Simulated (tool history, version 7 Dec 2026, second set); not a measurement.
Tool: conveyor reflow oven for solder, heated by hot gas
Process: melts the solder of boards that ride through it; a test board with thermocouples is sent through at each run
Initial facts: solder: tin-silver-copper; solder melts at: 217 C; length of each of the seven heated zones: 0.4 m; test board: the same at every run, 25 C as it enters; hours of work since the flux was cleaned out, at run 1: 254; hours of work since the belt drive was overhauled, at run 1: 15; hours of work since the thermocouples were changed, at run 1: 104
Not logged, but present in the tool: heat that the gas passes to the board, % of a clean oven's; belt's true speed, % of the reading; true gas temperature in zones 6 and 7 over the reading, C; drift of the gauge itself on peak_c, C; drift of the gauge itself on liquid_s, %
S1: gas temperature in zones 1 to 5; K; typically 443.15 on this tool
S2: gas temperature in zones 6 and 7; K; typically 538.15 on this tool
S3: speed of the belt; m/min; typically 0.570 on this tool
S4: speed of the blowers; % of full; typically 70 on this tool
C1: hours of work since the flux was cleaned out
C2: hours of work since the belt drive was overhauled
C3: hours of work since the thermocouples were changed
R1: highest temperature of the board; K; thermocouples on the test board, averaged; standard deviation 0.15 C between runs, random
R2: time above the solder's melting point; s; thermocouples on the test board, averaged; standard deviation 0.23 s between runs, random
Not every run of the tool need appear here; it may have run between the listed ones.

run	hour	S1	S2	S3	S4	C1	C2	C3	R1	R2
1	0.0	443.15	538.15	0.570	70	254	15	104	519.25	55.0
2	8.0	443.15	539.15	0.570	70	258	19	108	519.95	55.9
3	14.5	443.15	539.15	0.570	70	262	22	112	519.95	56.0
4	21.3	443.15	539.15	0.570	70	265	25	115	519.95	55.8
5	29.3	443.15	539.15	0.530	70	269	29	119	522.45	63.1
6	33.4	443.15	539.15	0.530	70	271	31	121	522.35	62.9
7	39.6	443.15	539.15	0.530	70	274	35	124	522.55	63.1
# hour 44.5: belt drive overhauled, speed set with a stopwatch
8	49.9	438.15	539.15	0.593	80	278	3	127	520.85	53.4
9	53.7	438.15	539.15	0.593	80	280	5	129	520.75	52.9
10	57.8	456.15	544.15	0.470	70	282	7	132	532.05	86.8
# hour 62.6: belt drive overhauled, speed set with a stopwatch, once more
11	67.1	456.15	544.15	0.470	70	284	2	134	532.15	86.8
12	74.5	454.15	542.15	0.505	64	288	6	138	526.25	74.8

Measured less the same run without the tool's hidden state. The same run-to-run variation is in both; the gauge's scatter may not be:
run	R1	R2
1	-1.20	-1.5
2	-1.30	-1.5
3	-1.30	-1.5
4	-1.20	-1.5
5	-1.10	-1.4
6	-1.20	-1.4
7	-1.20	-1.4
8	-1.40	-1.6
9	-1.40	-1.6
10	-0.90	-0.8
11	-1.00	-1.1
12	-1.10	-1.3
